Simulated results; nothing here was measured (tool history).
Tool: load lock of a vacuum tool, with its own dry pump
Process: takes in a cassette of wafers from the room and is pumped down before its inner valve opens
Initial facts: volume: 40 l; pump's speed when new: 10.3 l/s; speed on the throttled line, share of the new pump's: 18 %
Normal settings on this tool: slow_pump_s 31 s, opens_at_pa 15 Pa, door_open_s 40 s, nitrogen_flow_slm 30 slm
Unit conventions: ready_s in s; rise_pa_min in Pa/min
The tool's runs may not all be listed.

| run | day | slow_pump_s | opens_at_pa | door_open_s | nitrogen_flow_slm | incoming humidity of the room's air, % | ready_s | rise_pa_min |
|---|---|---|---|---|---|---|---|---|
| 1 | 0.000 | 31 | 15 | 40 | 30 | 46.1 | 60.7 | 0.044 |
| 2 | 7.967 | 31 | 15 | 40 | 30 | 47.5 | 61.4 | 0.044 |
| 3 | 12.146 | 31 | 15 | 40 | 30 | 46.6 | 61.0 | 0.045 |
| 4 | 18.762 | 31 | 15 | 40 | 30 | 40.9 | 60.7 | 0.053 |
| 5 | 25.175 | 31 | 15 | 40 | 30 | 46.0 | 60.8 | 0.054 |
| 6 | 33.388 | 31 | 15 | 40 | 30 | 46.3 | 60.9 | 0.050 |
| 7 | 41.354 | 31 | 15 | 40 | 30 | 45.9 | 61.1 | 0.066 |
| 8 | 47.192 | 31 | 15 | 40 | 30 | 44.2 | 60.8 | 0.061 |
| 9 | 50.612 | 31 | 15 | 40 | 30 | 46.2 | 60.8 | 0.059 |
| 10 | 57.183 | 31 | 15 | 40 | 30 | 45.5 | 61.2 | 0.061 |
| 11 | 61.167 | 31 | 15 | 40 | 30 | 44.1 | 61.3 | 0.072 |
| 12 | 66.346 | 31 | 15 | 40 | 30 | 43.0 | 60.3 | 0.069 |
| 13 | 71.688 | 31 | 15 | 40 | 30 | 45.7 | 61.5 | 0.073 |
| 14 | 75.408 | 31 | 15 | 78 | 30 | 47.7 | 61.4 | 0.083 |
| 15 | 82.196 | 43 | 15 | 78 | 30 | 46.3 | 70.9 | 0.080 |
| 16 | 90.388 | 43 | 15 | 78 | 30 | 42.4 | 71.7 | 0.086 |
| 17 | 98.512 | 43 | 15 | 124 | 30 | 43.8 | 70.7 | 0.100 |
| 18 | 104.950 | 43 | 15 | 124 | 30 | 44.2 | 71.2 | 0.101 |
| 19 | 108.662 | 43 | 15 | 124 | 30 | 46.4 | 71.1 | 0.102 |
| 20 | 114.492 | 43 | 15 | 124 | 30 | 48.9 | 71.3 | 0.112 |
| 21 | 121.975 | 33 | 15 | 40 | 20 | 47.3 | 63.3 | 0.112 |
| 22 | 129.675 | 33 | 15 | 40 | 20 | 46.3 | 63.2 | 0.116 |
| 23 | 137.275 | 33 | 15 | 40 | 20 | 48.8 | 63.1 | 0.119 |
| 24 | 142.975 | 37 | 15 | 118 | 30 | 46.6 | 66.4 | 0.130 |
| 25 | 149.162 | 37 | 15 | 118 | 30 | 43.8 | 67.0 | 0.125 |
| 26 | 156.396 | 37 | 15 | 118 | 30 | 49.0 | 66.5 | 0.145 |
| 27 | 162.979 | 26 | 15 | 118 | 9 | 44.0 | 57.6 | 0.161 |
| 28 | 170.625 | 26 | 15 | 118 | 40 | 45.8 | 58.1 | 0.146 |
| 29 | 176.312 | 31 | 15 | 79 | 30 | 45.8 | 62.0 | 0.147 |
| 30 | 182.033 | 31 | 15 | 79 | 30 | 46.7 | 62.0 | 0.153 |
| 31 | 188.679 | 31 | 15 | 79 | 30 | 45.3 | 61.5 | 0.156 |
| 32 | 194.879 | 31 | 15 | 79 | 30 | 44.6 | 62.6 | 0.165 |
| 33 | 202.625 | 31 | 15 | 79 | 30 | 41.4 | 61.9 | 0.165 |
| 34 | 209.821 | 33 | 22 | 26 | 8 | 47.2 | 62.5 | 0.183 |
| 35 | 213.921 | 33 | 22 | 26 | 8 | 49.1 | 62.0 | 0.188 |
| 36 | 219.600 | 31 | 15 | 60 | 9 | 45.4 | 61.9 | 0.198 |
|  | 220.308 | door's seal changed, seat wiped |
| 37 | 224.054 | 31 | 18 | 60 | 9 | 42.9 | 61.6 | 0.034 |

Consider 4 possible next runs. They are alternatives, not a sequence: every one starts from the tool as it was left by run 37. What does each give?
| A | 230.733 | 31 | 17 | 40 | 36 | 45.5 | ? | ? |
| B | 230.733 | 31 | 28 | 40 | 30 | 43.8 | ? | ? |
| C | 230.733 | 23 | 18 | 85 | 9 | 43.3 | ? | ? |
| D | 230.733 | 31 | 15 | 55 | 17 | 45.5 | ? | ? |

| run | ready_s | rise_pa_min |
|---|---|---|
| A | 61.5 | 0.018 |
| B | 59.5 | 0.016 |
| C | 55.0 | 0.037 |
| D | 61.8 | 0.034 |
Without the tool's hidden state the same runs would have given:
| run | ready_s | rise_pa_min |
|---|---|---|
| A | 59.4 | 0.017 |
| B | 57.5 | 0.014 |
| C | 52.8 | 0.036 |
| D | 59.7 | 0.033 |
